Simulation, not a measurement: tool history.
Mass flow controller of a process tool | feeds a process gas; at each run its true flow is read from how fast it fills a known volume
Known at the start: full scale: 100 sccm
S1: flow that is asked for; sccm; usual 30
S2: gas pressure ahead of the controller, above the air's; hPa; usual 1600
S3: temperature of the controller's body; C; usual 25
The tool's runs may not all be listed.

{"run": 1, "day": 0.0, "S1": 30, "S2": 1600, "S3": 25, "true flow (%)": 103.93}
{"run": 2, "day": 13.7, "S1": 30, "S2": 1600, "S3": 25, "true flow (%)": 104.34}
{"day": 24.408, "done": "controller's zero set anew"}
{"run": 3, "day": 26.496, "S1": 26, "S2": 1600, "S3": 25, "true flow (%)": 100.93}
{"run": 4, "day": 41.629, "S1": 26, "S2": 1600, "S3": 25, "true flow (%)": 101.42}
{"run": 5, "day": 59.067, "S1": 26, "S2": 1600, "S3": 25, "true flow (%)": 101.8}
{"run": 6, "day": 72.867, "S1": 26, "S2": 1600, "S3": 25, "true flow (%)": 102.03}
{"run": 7, "day": 85.212, "S1": 26, "S2": 1600, "S3": 25, "true flow (%)": 102.51}
{"run": 8, "day": 95.604, "S1": 26, "S2": 1600, "S3": 25, "true flow (%)": 102.68}
{"run": 9, "day": 114.246, "S1": 26, "S2": 1600, "S3": 25, "true flow (%)": 103.21}
{"run": 10, "day": 125.454, "S1": 30, "S2": 1600, "S3": 25, "true flow (%)": 103.46}
{"run": 11, "day": 134.071, "S1": 30, "S2": 1600, "S3": 25, "true flow (%)": 103.6}
{"day": 137.517, "done": "controller exchanged for a calibrated one"}
{"run": 12, "day": 144.8, "S1": 30, "S2": 1600, "S3": 25, "true flow (%)": 97.88}
{"run": 13, "day": 161.479, "S1": 30, "S2": 1600, "S3": 25, "true flow (%)": 98.42}
{"run": 14, "day": 175.525, "S1": 30, "S2": 1600, "S3": 25, "true flow (%)": 98.55}
{"run": 15, "day": 192.396, "S1": 30, "S2": 1600, "S3": 36, "true flow (%)": 100.11}
{"run": 16, "day": 205.15, "S1": 30, "S2": 2180, "S3": 36, "true flow (%)": 100.12}
{"run": 17, "day": 214.896, "S1": 30, "S2": 2180, "S3": 36, "true flow (%)": 100.42}
{"run": 18, "day": 222.925, "S1": 30, "S2": 2180, "S3": 36, "true flow (%)": 100.7}
{"run": 19, "day": 235.412, "S1": 30, "S2": 2180, "S3": 36, "true flow (%)": 100.94}
{"run": 20, "day": 250.583, "S1": 30, "S2": 1600, "S3": 25, "true flow (%)": 100.27}
{"run": 21, "day": 264.321, "S1": 30, "S2": 1600, "S3": 25, "true flow (%)": 100.59}
{"run": 22, "day": 274.312, "S1": 30, "S2": 1600, "S3": 25, "true flow (%)": 100.69}
{"run": 23, "day": 284.454, "S1": 30, "S2": 1600, "S3": 24, "true flow (%)": 100.93}
{"run": 24, "day": 302.95, "S1": 30, "S2": 1600, "S3": 24, "true flow (%)": 101.31}
{"run": 25, "day": 320.062, "S1": 30, "S2": 1770, "S3": 21, "true flow (%)": 101.28}
{"run": 26, "day": 335.975, "S1": 30, "S2": 1770, "S3": 21, "true flow (%)": 101.64}
{"run": 27, "day": 348.65, "S1": 30, "S2": 1780, "S3": 25, "true flow (%)": 102.3}
{"run": 28, "day": 361.908, "S1": 30, "S2": 1780, "S3": 25, "true flow (%)": 102.63}
{"run": 29, "day": 378.929, "S1": 30, "S2": 1780, "S3": 25, "true flow (%)": 103.07}
{"run": 30, "day": 398.429, "S1": 19, "S2": 2170, "S3": 25, "true flow (%)": 104.81}
{"run": 31, "day": 415.983, "S1": 50, "S2": 2300, "S3": 25, "true flow (%)": 103.05}
{"run": 32, "day": 433.088, "S1": 14, "S2": 1990, "S3": 26, "true flow (%)": 107.88}
{"day": 438.612, "done": "controller's zero set anew"}
{"run": 33, "day": 450.667, "S1": 14, "S2": 1990, "S3": 26, "true flow (%)": 100.83}
{"run": 34, "day": 464.979, "S1": 56, "S2": 2280, "S3": 22, "true flow (%)": 101.68}
{"run": 35, "day": 482.342, "S1": 89, "S2": 1600, "S3": 32, "true flow (%)": 104.24}
{"run": 36, "day": 498.292, "S1": 33, "S2": 2150, "S3": 39, "true flow (%)": 103.58}
{"run": 37, "day": 510.725, "S1": 10, "S2": 2410, "S3": 26, "true flow (%)": 103.61}
{"run": 38, "day": 530.196, "S1": 30, "S2": 2360, "S3": 22, "true flow (%)": 102.38}
{"run": 39, "day": 542.454, "S1": 18, "S2": 2250, "S3": 22, "true flow (%)": 103.3}
{"day": 551.125, "done": "controller exchanged for a calibrated one"}
{"run": 40, "day": 551.125, "S1": 11, "S2": 2250, "S3": 22, "true flow (%)": 96.74}
{"run": 41, "day": 569.112, "S1": 30, "S2": 1600, "S3": 23, "true flow (%)": 97.95}
{"run": 42, "day": 588.283, "S1": 19, "S2": 1580, "S3": 25, "true flow (%)": 98.54}
{"run": 43, "day": 598.208, "S1": 14, "S2": 1600, "S3": 25, "true flow (%)": 98.99}
{"run": 44, "day": 607.629, "S1": 83, "S2": 1600, "S3": 29, "true flow (%)": 100.8}
{"run": 45, "day": 618.896, "S1": 70, "S2": 2270, "S3": 25, "true flow (%)": 99.98}
{"run": 46, "day": 637.575, "S1": 26, "S2": 1600, "S3": 23, "true flow (%)": 99.47}
{"run": 47, "day": 649.275, "S1": 26, "S2": 2100, "S3": 39, "true flow (%)": 101.3}
{"run": 48, "day": 667.271, "S1": 30, "S2": 2200, "S3": 25, "true flow (%)": 100.06}

Measured less the same run without the tool's hidden state. The same run-to-run variation is in both; the gauge's scatter may not be:
The hidden state here: flow at rest that the sensor doesn't see, % of full scale; true flow over the shown one, %; drift of the gauge itself on true_pct, %.
run=1 true_flow_(%)=+6.27
run=2 true_flow_(%)=+6.58
run=3 true_flow_(%)=+3.40
run=4 true_flow_(%)=+3.77
run=5 true_flow_(%)=+4.23
run=6 true_flow_(%)=+4.59
run=7 true_flow_(%)=+4.89
run=8 true_flow_(%)=+5.14
run=9 true_flow_(%)=+5.62
run=10 true_flow_(%)=+5.69
run=11 true_flow_(%)=+5.89
run=12 true_flow_(%)=+0.17
run=13 true_flow_(%)=+0.53
run=14 true_flow_(%)=+0.85
run=15 true_flow_(%)=+1.23
run=16 true_flow_(%)=+1.53
run=17 true_flow_(%)=+1.72
run=18 true_flow_(%)=+1.91
run=19 true_flow_(%)=+2.16
run=20 true_flow_(%)=+2.51
run=21 true_flow_(%)=+2.83
run=22 true_flow_(%)=+3.04
run=23 true_flow_(%)=+3.26
run=24 true_flow_(%)=+3.66
run=25 true_flow_(%)=+4.05
run=26 true_flow_(%)=+4.40
run=27 true_flow_(%)=+4.69
run=28 true_flow_(%)=+4.97
run=29 true_flow_(%)=+5.35
run=30 true_flow_(%)=+7.61
run=31 true_flow_(%)=+4.86
run=32 true_flow_(%)=+10.64
run=33 true_flow_(%)=+3.81
run=34 true_flow_(%)=+3.62
run=35 true_flow_(%)=+3.79
run=36 true_flow_(%)=+4.48
run=37 true_flow_(%)=+6.80
run=38 true_flow_(%)=+5.28
run=39 true_flow_(%)=+6.47
run=40 true_flow_(%)=+0.21
run=41 true_flow_(%)=+0.47
run=42 true_flow_(%)=+1.20
run=43 true_flow_(%)=+1.87
run=44 true_flow_(%)=+0.83
run=45 true_flow_(%)=+1.05
run=46 true_flow_(%)=+2.15
run=47 true_flow_(%)=+2.44
run=48 true_flow_(%)=+2.63

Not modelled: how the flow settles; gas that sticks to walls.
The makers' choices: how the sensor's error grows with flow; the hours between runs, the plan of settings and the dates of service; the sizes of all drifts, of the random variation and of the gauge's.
